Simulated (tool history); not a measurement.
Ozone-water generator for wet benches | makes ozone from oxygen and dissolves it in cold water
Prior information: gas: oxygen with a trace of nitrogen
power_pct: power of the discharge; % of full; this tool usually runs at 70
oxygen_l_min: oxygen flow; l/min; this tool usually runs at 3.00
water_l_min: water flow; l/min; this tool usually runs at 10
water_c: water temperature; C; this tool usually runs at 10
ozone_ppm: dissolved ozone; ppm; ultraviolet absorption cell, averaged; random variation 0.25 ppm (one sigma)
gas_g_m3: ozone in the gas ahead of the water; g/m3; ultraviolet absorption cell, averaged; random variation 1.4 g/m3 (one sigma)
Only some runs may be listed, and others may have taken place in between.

Run 1, hour 0.0: usual settings. Result: ozone_ppm 37.3 ppm, gas_g_m3 267.2 g/m3.
Run 2, hour 54.8: usual settings. Result: ozone_ppm 37.1 ppm, gas_g_m3 268.6 g/m3.
Run 3, hour 110.4: usual settings. Result: ozone_ppm 37.1 ppm, gas_g_m3 265.2 g/m3.
Run 4, hour 192.2: usual settings. Result: ozone_ppm 36.7 ppm, gas_g_m3 267.7 g/m3.
At hour 200.1: water thermometer calibrated.
Run 5, hour 269.0: usual settings but water_c 12 C. Result: ozone_ppm 36.0 ppm, gas_g_m3 264.2 g/m3.
Run 6, hour 335.8: usual settings but water_c 12 C. Result: ozone_ppm 36.0 ppm, gas_g_m3 268.6 g/m3.
Run 7, hour 421.6: usual settings but water_c 12 C. Result: ozone_ppm 35.9 ppm, gas_g_m3 265.6 g/m3.
Run 8, hour 506.8: usual settings but water_c 5 C. Result: ozone_ppm 39.1 ppm, gas_g_m3 262.7 g/m3.
Run 9, hour 585.1: usual settings. Result: ozone_ppm 37.1 ppm, gas_g_m3 263.5 g/m3.
Run 10, hour 627.6: usual settings. Result: ozone_ppm 36.3 ppm, gas_g_m3 264.6 g/m3.
At hour 668.1: water thermometer calibrated, once more.
Run 11, hour 701.1: usual settings but power_pct 69 % of full. Result: ozone_ppm 36.5 ppm, gas_g_m3 260.5 g/m3.
Run 12, hour 783.4: usual settings but power_pct 69 % of full. Result: ozone_ppm 35.9 ppm, gas_g_m3 259.4 g/m3.
Run 13, hour 845.7: usual settings. Result: ozone_ppm 36.4 ppm, gas_g_m3 262.6 g/m3.
Run 14, hour 933.9: usual settings but power_pct 47 % of full. Result: ozone_ppm 27.4 ppm, gas_g_m3 196.3 g/m3.
Run 15, hour 992.2: usual settings but power_pct 47 % of full. Result: ozone_ppm 27.1 ppm, gas_g_m3 195.3 g/m3.
Run 16, hour 1055.3: usual settings but water_l_min 7 l/min. Result: ozone_ppm 47.9 ppm, gas_g_m3 259.4 g/m3.
Run 17, hour 1148.5: usual settings but power_pct 41 % of full, oxygen_l_min 1.84 l/min, water_l_min 15 l/min. Result: ozone_ppm 16.1 ppm, gas_g_m3 243.4 g/m3.
Run 18, hour 1219.1: usual settings but power_pct 42 % of full. Result: ozone_ppm 25.0 ppm, gas_g_m3 179.3 g/m3.
Run 19, hour 1297.5: usual settings but power_pct 60 % of full, oxygen_l_min 1.54 l/min, water_l_min 7 l/min, water_c 16 C. Result: ozone_ppm 42.8 ppm, gas_g_m3 362.5 g/m3.
Run 20, hour 1381.2: usual settings but power_pct 60 % of full, oxygen_l_min 1.93 l/min, water_l_min 7 l/min, water_c 7 C. Result: ozone_ppm 47.3 ppm, gas_g_m3 309.9 g/m3.
Run 21, hour 1444.7: usual settings but power_pct 83 % of full, oxygen_l_min 2.39 l/min, water_l_min 7 l/min, water_c 13 C. Result: ozone_ppm 54.0 ppm, gas_g_m3 342.4 g/m3.
Run 22, hour 1515.0: usual settings but water_l_min 13 l/min, water_c 7 C. Result: ozone_ppm 28.9 ppm, gas_g_m3 260.3 g/m3.
Run 23, hour 1570.3: usual settings but power_pct 50 % of full, oxygen_l_min 4.03 l/min, water_l_min 13 l/min, water_c 7 C. Result: ozone_ppm 22.7 ppm, gas_g_m3 167.3 g/m3.
Run 24, hour 1650.2: usual settings but power_pct 50 % of full, oxygen_l_min 1.75 l/min, water_l_min 15 l/min, water_c 7 C. Result: ozone_ppm 18.6 ppm, gas_g_m3 288.9 g/m3.
Run 25, hour 1701.0: usual settings but power_pct 64 % of full, oxygen_l_min 3.50 l/min, water_l_min 15 l/min, water_c 7 C. Result: ozone_ppm 23.3 ppm, gas_g_m3 218.6 g/m3.
Run 26, hour 1751.5: usual settings but power_pct 82 % of full, oxygen_l_min 5.14 l/min, water_l_min 12 l/min. Result: ozone_ppm 32.1 ppm, gas_g_m3 203.7 g/m3.
Run 27, hour 1841.7: usual settings but power_pct 82 % of full, oxygen_l_min 4.74 l/min, water_l_min 9 l/min. Result: ozone_ppm 41.0 ppm, gas_g_m3 212.2 g/m3.
Run 28, hour 1920.4: usual settings but power_pct 94 % of full, oxygen_l_min 4.74 l/min, water_l_min 15 l/min. Result: ozone_ppm 29.0 ppm, gas_g_m3 234.5 g/m3.
Run 29, hour 2010.7: usual settings but power_pct 85 % of full, oxygen_l_min 1.53 l/min, water_l_min 15 l/min. Result: ozone_ppm 25.9 ppm, gas_g_m3 462.2 g/m3.
Run 30, hour 2074.8: usual settings but power_pct 85 % of full, oxygen_l_min 1.53 l/min, water_l_min 15 l/min. Result: ozone_ppm 26.2 ppm, gas_g_m3 457.9 g/m3.
Run 31, hour 2143.6: usual settings but power_pct 43 % of full, oxygen_l_min 2.18 l/min, water_c 6 C. Result: ozone_ppm 26.7 ppm, gas_g_m3 223.1 g/m3.
Run 32, hour 2222.8: usual settings but power_pct 71 % of full, water_l_min 9 l/min. Result: ozone_ppm 39.5 ppm, gas_g_m3 256.9 g/m3.

Forecast each of these 3 alternatives for the next run:
Run A, hour 2282.2: usual settings but power_pct 53 % of full, water_l_min 14 l/min. Result: ozone_ppm ?, gas_g_m3 ?.
Run B, hour 2282.2: usual settings but power_pct 50 % of full, oxygen_l_min 4.69 l/min, water_l_min 9 l/min. Result: ozone_ppm ?, gas_g_m3 ?.
Run C, hour 2282.2: usual settings but oxygen_l_min 3.83 l/min. Result: ozone_ppm ?, gas_g_m3 ?.

run  ozone_ppm  gas_g_m3
  A       20.9     210.1
  B       28.4     149.4
  C       34.1     214.9
Take away the tool's hidden state, keep each run's random variation, and the runs would have read:
run  ozone_ppm  gas_g_m3
  A       22.3     219.9
  B       30.1     156.0
  C       36.7     227.8

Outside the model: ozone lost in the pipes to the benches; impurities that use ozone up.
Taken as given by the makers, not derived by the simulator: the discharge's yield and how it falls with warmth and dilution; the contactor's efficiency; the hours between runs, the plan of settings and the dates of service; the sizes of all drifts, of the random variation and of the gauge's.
